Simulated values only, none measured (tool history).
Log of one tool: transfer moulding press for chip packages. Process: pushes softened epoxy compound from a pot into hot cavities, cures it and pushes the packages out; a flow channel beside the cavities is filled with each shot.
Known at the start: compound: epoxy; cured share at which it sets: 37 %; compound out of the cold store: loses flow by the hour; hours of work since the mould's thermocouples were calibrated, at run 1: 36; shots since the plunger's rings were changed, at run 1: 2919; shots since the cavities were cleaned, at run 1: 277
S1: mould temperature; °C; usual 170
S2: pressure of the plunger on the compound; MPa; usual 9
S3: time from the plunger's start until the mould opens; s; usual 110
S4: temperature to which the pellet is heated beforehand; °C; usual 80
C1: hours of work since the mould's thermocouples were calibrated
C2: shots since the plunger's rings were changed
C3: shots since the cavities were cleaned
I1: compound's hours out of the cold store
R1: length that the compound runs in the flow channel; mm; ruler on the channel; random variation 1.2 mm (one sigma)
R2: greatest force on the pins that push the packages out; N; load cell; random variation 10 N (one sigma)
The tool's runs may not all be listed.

run,hour,S1,S2,S3,S4,C1,C2,C3,I1,R1,R2
1,0,170,9,110,80,36,2919,277,38.1,514,648
2,10.1,170,9,132,80,44,3046,404,44.1,503,638
3,17.9,170,9,110,80,50,3144,502,16.6,558,780
4,26.2,170,9,110,80,56,3248,606,10.1,575,851
5,34.2,170,9,110,80,62,3350,708,16.9,555,867
6,42.6,170,9,110,80,68,3456,814,38.2,511,825
# hour 46.2: cavities cleaned with cleaning compound and waxed
7,50.4,170,9,110,80,73,3534,53,40.3,508,955
8,59.8,170,9,110,76,80,3653,172,20.3,550,1040
9,67.2,170,9,110,76,85,3745,264,18,551,1015
# hour 75: cavities cleaned with cleaning compound and waxed, once more
10,76.5,170,9,110,76,91,3844,19,9.8,569,500
11,85.3,170,9,110,76,98,3955,130,21.6,544,561
12,95.4,170,9,110,76,105,4082,257,23.3,541,628
13,100.9,170,9,110,80,110,4151,326,33.5,521,669
# hour 108.7: plunger's sealing rings changed
14,112.9,170,9,110,80,117,52,445,37.4,531,705
15,117.7,170,9,110,80,120,113,506,14.5,579,758
16,127.4,167,9,130,75,127,235,628,28.5,554,734
17,132.1,166,10.5,97,80,131,295,688,32.3,592,1311
18,142.5,169,10.33,97,82,139,425,818,34.5,572,1085
# hour 145.8: cavities cleaned with cleaning compound and waxed
19,149,170,9,110,80,142,488,40,31.1,540,482
20,154.6,170,9,110,80,147,559,111,15.3,575,565
21,159,170,9,110,80,150,614,166,8.8,594,618
22,163.7,170,9,110,80,153,674,226,21.7,560,587
23,172.5,170,9,110,80,160,784,336,44.7,511,668
24,181.9,164,7.45,106,81,167,903,455,40,485,1094
25,190.2,167,9.62,147,86,173,1008,560,31.6,562,663
26,197.4,170,9.62,123,86,179,1098,650,11.7,603,733
27,203.5,168,8.03,137,75,183,1175,727,13.5,547,735
28,211.8,168,8.03,137,75,189,1278,830,38.4,495,722

4 ways to go on from here, each from the tool as it stands after run 28. What would each give?
# hour 214: cavities cleaned with cleaning compound and waxed
A,217.9,170,8.38,110,80,193,1336,49,44.1,?,?
# hour 214: cavities cleaned with cleaning compound and waxed
B,217.9,165,8.03,109,75,193,1336,49,44.1,?,?
# hour 214: cavities cleaned with cleaning compound and waxed
C,217.9,178,8.03,116,75,193,1336,49,14,?,?
# hour 214: cavities cleaned with cleaning compound and waxed
D,217.9,174,8.03,138,75,193,1336,49,45.4,?,?

run,R1,R2
A,492,488
B,491,667
C,527,426
D,474,400
Without the tool's hidden state the same runs would have given:
run,R1,R2
A,499,457
B,498,635
C,534,390
D,481,366
